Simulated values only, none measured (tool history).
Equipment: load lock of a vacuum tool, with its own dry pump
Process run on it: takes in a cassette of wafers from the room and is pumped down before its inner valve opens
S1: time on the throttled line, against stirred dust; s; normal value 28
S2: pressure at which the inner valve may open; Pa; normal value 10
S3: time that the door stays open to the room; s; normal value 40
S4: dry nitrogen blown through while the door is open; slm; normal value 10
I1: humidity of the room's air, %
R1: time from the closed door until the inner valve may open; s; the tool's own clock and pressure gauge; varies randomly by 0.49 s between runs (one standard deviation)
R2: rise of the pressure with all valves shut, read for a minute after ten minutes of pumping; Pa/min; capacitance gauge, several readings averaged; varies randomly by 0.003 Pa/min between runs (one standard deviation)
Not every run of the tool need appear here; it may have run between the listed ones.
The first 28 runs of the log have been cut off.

Run 29, day 589.967: usual settings but S2 16 Pa, S3 42 s; I1 44.2. Result: R1 68.4 s, R2 0.194 Pa/min.
Run 30, day 610.475: usual settings but S2 8 Pa, S3 41 s, S4 9 slm; I1 40.8. Result: R1 72.9 s, R2 0.232 Pa/min.
Run 31, day 637.521: usual settings but S1 25 s, S2 8 Pa, S3 41 s, S4 39 slm; I1 43. Result: R1 71.2 s, R2 0.258 Pa/min.
Run 32, day 652.875: usual settings but S1 27 s, S2 15 Pa, S3 138 s, S4 5 slm; I1 45.5. Result: R1 69.2 s, R2 0.331 Pa/min.
Run 33, day 668.842: usual settings but S1 25 s, S3 41 s; I1 49. Result: R1 70.3 s, R2 0.322 Pa/min.
Run 34, day 697.858: usual settings but S1 25 s, S2 15 Pa, S3 190 s, S4 13 slm; I1 46.1. Result: R1 68.6 s, R2 0.389 Pa/min.
Run 35, day 715.275: usual settings but S1 25 s, S2 15 Pa, S3 190 s, S4 6 slm; I1 40. Result: R1 69.4 s, R2 0.434 Pa/min.
Run 36, day 735.146: usual settings but S1 43 s, S2 15 Pa, S3 190 s, S4 14 slm; I1 45.4. Result: R1 80.9 s, R2 0.474 Pa/min.
Run 37, day 759.683: usual settings but S1 43 s, S2 15 Pa, S3 190 s, S4 14 slm; I1 43.7. Result: R1 82.4 s, R2 0.514 Pa/min.

Each row is a separate what-if for the run after 37, all from the same tool condition, not one after another. Results?
Run A, day 777.662: usual settings but S4 13 slm; I1 44. Result: R1 ?, R2 ?.
Run B, day 777.662: usual settings but S1 34 s, S3 190 s, S4 14 slm; I1 44.6. Result: R1 ?, R2 ?.
Run C, day 777.662: usual settings but S4 40 slm; I1 43.1. Result: R1 ?, R2 ?.

run    R1     R2
  A  76.3  0.553
  B  78.7  0.547
  C  75.8  0.527
What these runs would have given with no unlogged condition in the tool:
run    R1     R2
  A  64.4  0.034
  B  67.6  0.049
  C  63.9  0.013

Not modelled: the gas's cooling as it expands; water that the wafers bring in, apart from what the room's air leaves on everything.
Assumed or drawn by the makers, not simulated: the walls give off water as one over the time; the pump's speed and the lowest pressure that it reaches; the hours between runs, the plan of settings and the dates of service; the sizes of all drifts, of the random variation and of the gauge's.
